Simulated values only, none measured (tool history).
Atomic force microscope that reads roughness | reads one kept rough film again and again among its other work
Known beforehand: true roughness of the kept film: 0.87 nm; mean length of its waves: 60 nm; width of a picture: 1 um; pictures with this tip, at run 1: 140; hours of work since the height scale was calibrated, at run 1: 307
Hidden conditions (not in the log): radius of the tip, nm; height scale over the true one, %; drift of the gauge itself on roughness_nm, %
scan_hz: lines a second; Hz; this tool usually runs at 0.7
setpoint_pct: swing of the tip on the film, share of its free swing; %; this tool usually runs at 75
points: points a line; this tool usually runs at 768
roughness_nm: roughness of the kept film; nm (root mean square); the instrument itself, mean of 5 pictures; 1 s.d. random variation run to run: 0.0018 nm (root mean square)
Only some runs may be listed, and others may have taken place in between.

run	hour	scan_hz	setpoint_pct	points	pictures with this tip	hours of work since the height scale was calibrated	roughness_nm
1	0	0.7	75	768	140	307	0.826
# hour 1.4: new tip fitted
2	14.6	1.456	75	768	16	317	0.805
3	34.3	0.7	75	768	39	331	0.834
4	45.5	0.7	75	768	52	339	0.833
5	58.6	0.7	75	768	68	349	0.832
6	71.1	0.7	75	768	82	358	0.83
7	90.1	0.7	75	768	105	371	0.831
8	101.4	0.7	75	768	118	380	0.83
9	115.1	0.7	75	768	135	389	0.828
# hour 121.9: new tip fitted
10	129	0.7	75	768	8	399	0.84
11	148.4	0.7	75	768	31	413	0.836
12	162.1	0.7	75	768	48	423	0.838
13	182.2	0.7	60	935	71	438	0.854
# hour 185.1: height scale calibrated on a step standard
14	192	1.871	57	1002	82	5	0.84
15	211.7	2.879	64	1002	105	19	0.799
16	229.1	2.879	71	761	126	32	0.771
# hour 242.4: new tip fitted
17	244.1	0.7	75	702	2	42	0.843
18	256.6	0.7	75	702	17	51	0.837
# hour 259.6: height scale calibrated on a step standard, once more
19	269.4	0.7	72	762	31	7	0.836
20	289.9	3.256	73	768	55	22	0.75
21	300.6	3.256	73	768	68	30	0.747
22	310.6	3.256	73	768	79	37	0.746

Subtracting, for every run, the result it would have given without the tool's unlogged condition from the measured result gives the following. The same run-to-run variation enters both numbers; the gauge's scatter may not:
run	roughness_nm
1	-0.006
2	+0.001
3	-0.001
4	-0.001
5	-0.002
6	-0.003
7	-0.005
8	-0.006
9	-0.006
10	+0.002
11	+0.001
12	+0
13	-0.001
14	+0.001
15	-0.002
16	-0.003
17	+0.005
18	+0.005
19	-0.002
20	-0.003
21	-0.004
22	-0.005
